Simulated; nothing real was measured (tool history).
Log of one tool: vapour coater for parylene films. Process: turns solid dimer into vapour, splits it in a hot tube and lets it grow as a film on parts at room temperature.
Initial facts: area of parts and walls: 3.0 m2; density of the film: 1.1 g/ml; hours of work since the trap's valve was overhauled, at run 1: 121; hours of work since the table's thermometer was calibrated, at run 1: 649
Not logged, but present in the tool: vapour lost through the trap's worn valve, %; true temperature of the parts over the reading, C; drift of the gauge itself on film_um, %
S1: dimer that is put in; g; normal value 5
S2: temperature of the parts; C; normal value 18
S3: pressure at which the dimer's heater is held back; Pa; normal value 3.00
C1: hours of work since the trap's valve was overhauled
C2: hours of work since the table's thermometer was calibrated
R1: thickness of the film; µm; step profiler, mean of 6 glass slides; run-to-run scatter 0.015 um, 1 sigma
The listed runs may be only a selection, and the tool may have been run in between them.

| run | hour | S1 | S2 | S3 | C1 | C2 | R1 |
|---|---|---|---|---|---|---|---|
| 1 | 0.0 | 5 | 18 | 3.00 | 121 | 649 | 0.86 |
| 2 | 24.0 | 5 | 18 | 3.00 | 136 | 664 | 0.83 |
| 3 | 43.4 | 2 | 18 | 3.00 | 148 | 676 | 0.33 |
| 4 | 74.0 | 2 | 18 | 3.00 | 166 | 694 | 0.34 |
| 5 | 104.5 | 5 | 18 | 3.00 | 185 | 713 | 0.80 |
| 6 | 140.8 | 5 | 18 | 3.00 | 207 | 735 | 0.78 |
| 7 | 175.1 | 5 | 18 | 3.00 | 228 | 756 | 0.78 |
| 8 | 208.4 | 5 | 18 | 7.87 | 248 | 776 | 0.68 |

Expected results for the next run?
| 9 | 224.7 | 5 | 23 | 7.14 | 258 | 786 | ? |

{"run 9": {"R1": 0.59}}
Take away the tool's hidden state, keep the run-to-run variation as it was, and the same run would have given R1 0.66 µm.

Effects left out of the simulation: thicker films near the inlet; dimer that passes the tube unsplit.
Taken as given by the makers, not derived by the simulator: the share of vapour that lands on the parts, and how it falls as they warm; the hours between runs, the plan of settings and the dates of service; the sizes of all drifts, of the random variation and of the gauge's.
